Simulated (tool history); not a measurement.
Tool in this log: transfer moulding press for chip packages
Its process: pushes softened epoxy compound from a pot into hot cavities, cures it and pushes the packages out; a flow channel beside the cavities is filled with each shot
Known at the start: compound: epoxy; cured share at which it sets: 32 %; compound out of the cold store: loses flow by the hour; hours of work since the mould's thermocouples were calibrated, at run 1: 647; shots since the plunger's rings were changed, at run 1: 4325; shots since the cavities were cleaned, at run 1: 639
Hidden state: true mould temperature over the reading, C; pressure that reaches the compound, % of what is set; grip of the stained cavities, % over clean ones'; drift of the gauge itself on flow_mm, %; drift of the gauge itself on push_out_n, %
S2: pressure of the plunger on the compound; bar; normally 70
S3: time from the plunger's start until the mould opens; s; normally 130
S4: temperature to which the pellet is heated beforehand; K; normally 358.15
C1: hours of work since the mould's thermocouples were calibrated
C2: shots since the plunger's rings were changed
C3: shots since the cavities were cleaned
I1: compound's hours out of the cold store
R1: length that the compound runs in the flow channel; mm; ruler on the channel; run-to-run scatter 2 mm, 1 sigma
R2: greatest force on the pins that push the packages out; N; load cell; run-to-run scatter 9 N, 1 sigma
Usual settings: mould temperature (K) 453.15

Run 1, hour 0: usual settings; C1 647; C2 4325; C3 639; I1 28. Result: R1 767 mm, R2 653 N.
At hour 21.3: mould's thermocouples calibrated.
At hour 38.6: cavities cleaned with cleaning compound and waxed.
Run 2, hour 40.8: usual settings but S3 124 s; C1 11; C2 4642; C3 18; I1 13.7. Result: R1 788 mm, R2 445 N.
Run 3, hour 69.2: usual settings but mould temperature (K) 448.15; C1 29; C2 4883; C3 259; I1 46.1. Result: R1 749 mm, R2 692 N.
Run 4, hour 87.8: usual settings but mould temperature (K) 448.15; C1 41; C2 5041; C3 417; I1 27. Result: R1 784 mm, R2 843 N.
Run 5, hour 121.7: usual settings but mould temperature (K) 448.15; C1 62; C2 5329; C3 705; I1 42.9. Result: R1 753 mm, R2 903 N.
At hour 149.2: cavities cleaned with cleaning compound and waxed.
Run 6, hour 155: usual settings; C1 83; C2 5599; C3 49; I1 16. Result: R1 779 mm, R2 449 N.
Run 7, hour 188.7: usual settings; C1 104; C2 5885; C3 335; I1 36.2. Result: R1 740 mm, R2 546 N.
Run 8, hour 216.5: usual settings; C1 121; C2 6122; C3 572; I1 38.5. Result: R1 731 mm, R2 610 N.
Run 9, hour 244.5: usual settings but S2 56.2 bar; C1 139; C2 6359; C3 809; I1 28.8. Result: R1 675 mm, R2 687 N.
At hour 259.2: cavities cleaned with cleaning compound and waxed.
Run 10, hour 269.3: usual settings; C1 154; C2 6558; C3 86; I1 46.7. Result: R1 715 mm, R2 462 N.
At hour 275.9: plunger's sealing rings changed.
Run 11, hour 305.7: usual settings but S2 55.4 bar; C1 175; C2 253; C3 373; I1 30. Result: R1 703 mm, R2 583 N.
Run 12, hour 327.2: usual settings but S2 55.4 bar; C1 189; C2 437; C3 557; I1 46.7. Result: R1 672 mm, R2 619 N.
Run 13, hour 363.6: usual settings but S2 55.4 bar; C1 212; C2 745; C3 865; I1 12.9. Result: R1 732 mm, R2 706 N.
At hour 373.2: cavities cleaned with cleaning compound and waxed.
Run 14, hour 385.1: usual settings but S2 55.4 bar; C1 225; C2 916; C3 101; I1 46.6. Result: R1 675 mm, R2 468 N.
Run 15, hour 408.4: usual settings but S3 143 s; C1 239; C2 1114; C3 299; I1 15.9. Result: R1 815 mm, R2 517 N.
Run 16, hour 433.9: usual settings but S3 149 s, S4 364.15 K; C1 255; C2 1330; C3 515; I1 19.9. Result: R1 803 mm, R2 578 N.
Run 17, hour 468.1: usual settings but mould temperature (K) 459.15, S2 73.3 bar, S3 111 s, S4 368.15 K; C1 277; C2 1621; C3 806; I1 41.6. Result: R1 756 mm, R2 626 N.
At hour 486: cavities cleaned with cleaning compound and waxed.
Run 18, hour 504.7: usual settings but mould temperature (K) 460.15, S2 73.3 bar, S3 110 s, S4 360.15 K; C1 299; C2 1919; C3 159; I1 9.2. Result: R1 807 mm, R2 468 N.
Run 19, hour 538.6: usual settings but mould temperature (K) 446.15, S2 85 bar, S3 133 s, S4 349.15 K; C1 321; C2 2207; C3 447; I1 32.9. Result: R1 888 mm, R2 951 N.
Run 20, hour 559.1: usual settings but mould temperature (K) 452.15, S3 131 s, S4 367.15 K; C1 334; C2 2381; C3 621; I1 35.4. Result: R1 771 mm, R2 693 N.
Run 21, hour 579.4: usual settings but mould temperature (K) 454.15, S3 131 s, S4 367.15 K; C1 346; C2 2554; C3 794; I1 32. Result: R1 764 mm, R2 678 N.
At hour 596: cavities cleaned with cleaning compound and waxed.
Run 22, hour 602.1: usual settings but mould temperature (K) 458.15, S3 131 s, S4 367.15 K; C1 360; C2 2734; C3 52; I1 44.2. Result: R1 732 mm, R2 395 N.
Run 23, hour 629.8: usual settings but mould temperature (K) 459.15, S2 60.7 bar, S3 131 s; C1 377; C2 2969; C3 287; I1 47.4. Result: R1 669 mm, R2 473 N.
Run 24, hour 647.5: usual settings but S2 78.4 bar, S3 150 s; C1 388; C2 3119; C3 437; I1 27.6. Result: R1 820 mm, R2 558 N.
Run 25, hour 666.3: usual settings but S2 74.6 bar, S3 150 s; C1 400; C2 3279; C3 597; I1 20.4. Result: R1 818 mm, R2 589 N.
Run 26, hour 686.5: usual settings but S2 74.6 bar, S3 150 s; C1 413; C2 3450; C3 768; I1 14.4. Result: R1 826 mm, R2 613 N.
At hour 707.6: cavities cleaned with cleaning compound and waxed.
Run 27, hour 712.9: usual settings but mould temperature (K) 459.15, S2 77.3 bar, S3 113 s, S4 367.15 K; C1 429; C2 3662; C3 45; I1 40.6. Result: R1 766 mm, R2 401 N.
Run 28, hour 730.4: usual settings but mould temperature (K) 454.15, S2 83.2 bar, S3 115 s; C1 440; C2 3811; C3 194; I1 36.5. Result: R1 822 mm, R2 607 N.

Here are 3 independent what-if runs from the current tool condition. What would each one return?
Run A, hour 767.8: usual settings but mould temperature (K) 460.15, S2 83.2 bar, S3 115 s, S4 360.15 K; C1 464; C2 4128; C3 511; I1 19.9. Result: R1 ?, R2 ?.
Run B, hour 767.8: usual settings but mould temperature (K) 454.15, S4 357.15 K; C1 464; C2 4128; C3 511; I1 41.4. Result: R1 ?, R2 ?.
Run C, hour 767.8: usual settings but mould temperature (K) 447.15, S2 75 bar, S3 115 s, S4 363.15 K; C1 464; C2 4128; C3 511; I1 37.3. Result: R1 ?, R2 ?.

run   R1    R2
  A  823   552
  B  742   615
  C  804  1223
The same runs, with their run-to-run variation unchanged, on a tool lacking any hidden condition would have given:
run   R1   R2
  A  852  342
  B  767  377
  C  831  713

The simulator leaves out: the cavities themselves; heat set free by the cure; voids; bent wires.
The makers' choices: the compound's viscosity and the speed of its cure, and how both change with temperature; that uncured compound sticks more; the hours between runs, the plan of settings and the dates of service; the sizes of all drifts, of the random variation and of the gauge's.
